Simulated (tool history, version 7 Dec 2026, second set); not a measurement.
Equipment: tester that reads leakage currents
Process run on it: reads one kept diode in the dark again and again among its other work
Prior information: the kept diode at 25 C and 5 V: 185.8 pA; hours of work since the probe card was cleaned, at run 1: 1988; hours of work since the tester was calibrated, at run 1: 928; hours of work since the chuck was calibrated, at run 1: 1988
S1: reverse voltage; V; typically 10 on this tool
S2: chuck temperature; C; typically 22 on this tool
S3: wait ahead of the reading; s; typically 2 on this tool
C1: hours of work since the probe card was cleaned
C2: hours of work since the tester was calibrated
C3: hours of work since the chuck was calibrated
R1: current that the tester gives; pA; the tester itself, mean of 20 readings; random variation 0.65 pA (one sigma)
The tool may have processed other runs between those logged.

run	day	S1	S2	S3	C1	C2	C3	R1
1	0	10	22	2	1988	928	1988	274.18
2	2.175	10	22	2	2026	967	2026	275.09
3	4.342	10	22	2	2065	1005	2065	276.84
4	7.808	10	22	5.92	2127	1067	2127	278.27
# day 9.458: probe card cleaned and baked
# day 9.542: chuck's temperature calibrated
5	11.621	10	22	1.8	37	1131	37	218.48
6	14.062	10	22	2	80	1174	80	219.25
7	16.35	10	22	2	121	1215	121	222.01
8	18.258	1.5	22	2	155	1249	155	72.52
9	21.371	10	22	2	211	1304	211	225.13
10	23.408	10	22	2	247	1341	247	223.89
# day 23.858: tester calibrated
11	25.188	10	22	2	277	24	277	225.7
12	26.904	10	22	2	307	54	307	225.49
13	30.492	10	22	2	371	118	371	229.29
14	32.262	7.3	22	2	403	149	403	189.72
# day 33.792: tester calibrated, once more
15	36.342	10	22	3.58	474	45	474	227.14
16	40.279	10	22	3.58	544	115	544	228.45
17	42.15	10	22	3.58	577	149	577	230.32
18	45.458	10	22	2	636	208	636	233.03
19	48.767	10	22	2	695	266	695	234.79
20	52.6	2.7	36	2	763	335	763	343.59
21	54.417	2.7	36	2	795	367	795	343.49
22	56.55	5.2	58	0.9	833	405	833	2588.41
23	58.929	5.2	58	0.9	876	447	876	2588.11
24	60.8	5.2	58	0.9	909	481	909	2578.43
25	64.238	19.5	31	2	970	542	970	755.29
26	67.596	19.5	31	2	1030	601	1030	762.98
27	71.325	4.3	37	9.71	1096	668	1096	505.72
28	74.733	6.9	40	2	1157	728	1157	842.36
29	78.738	6.9	29	0.91	1228	800	1228	357.72
30	82.221	10	51	2	1290	862	1290	2393.75
31	85.842	3.1	47	1.35	1355	926	1355	904.37
32	87.779	3.1	47	1.35	1389	961	1389	917.55
33	90.9	1.1	22	0.55	1445	1016	1445	68.95
34	94.429	10	22	2.93	1507	1079	1507	258.57
35	96.233	10	22	2.93	1540	1111	1540	261.13
36	98.042	19	35	6.52	1572	1143	1572	1084.05

Here are 4 independent what-if runs from the current tool condition. What would each one return?
A	99.825	19	55	6.52	1603	1175	1603	?
B	99.825	1.6	25	6.52	1603	1175	1603	?
C	99.825	6.3	46	3.89	1603	1175	1603	?
D	99.825	10	22	2	1603	1175	1603	?

run	R1
A	4778.65
B	112.29
C	1308.43
D	262.27
Without the tool's hidden state the same runs would have given:
run	R1
A	4205.76
B	95.44
C	1142.97
D	216.99
